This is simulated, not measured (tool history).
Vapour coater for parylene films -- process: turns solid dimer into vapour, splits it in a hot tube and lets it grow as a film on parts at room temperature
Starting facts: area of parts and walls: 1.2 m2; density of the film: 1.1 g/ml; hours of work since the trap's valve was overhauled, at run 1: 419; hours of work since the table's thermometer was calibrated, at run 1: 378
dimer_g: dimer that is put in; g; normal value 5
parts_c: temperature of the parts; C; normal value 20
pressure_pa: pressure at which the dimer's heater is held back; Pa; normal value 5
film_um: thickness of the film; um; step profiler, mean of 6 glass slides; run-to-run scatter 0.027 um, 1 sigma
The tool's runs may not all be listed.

run    day  dimer_g  parts_c  pressure_pa  hours of work since the trap's valve was overhauled  hours of work since the table's thermometer was calibrated  film_um
  1      0        5       20            5                                                  419                                                         378     2.29
  2  0.396        5       20            5                                                  424                                                         384     2.35
  3  1.112        5       20            5                                                  433                                                         393     2.38
  4  1.558        5       20            5                                                  439                                                         399     2.27
  5  1.992        5       20            5                                                  445                                                         405     2.31
  6  2.492        5       20            5                                                  452                                                         411     2.32
  7  2.842        5       20            5                                                  456                                                         416     2.32
  8  3.325        5       20            5                                                  463                                                         423     2.38
  9    3.9        5       20            5                                                  471                                                         430     2.34

What does the tool deliver on the next run?
 10  4.617        6       20            5                                                  480                                                         440        ?

film_um: 2.8 um
The same run, on a tool lacking any hidden state, would have yielded film_um 2.81 um.
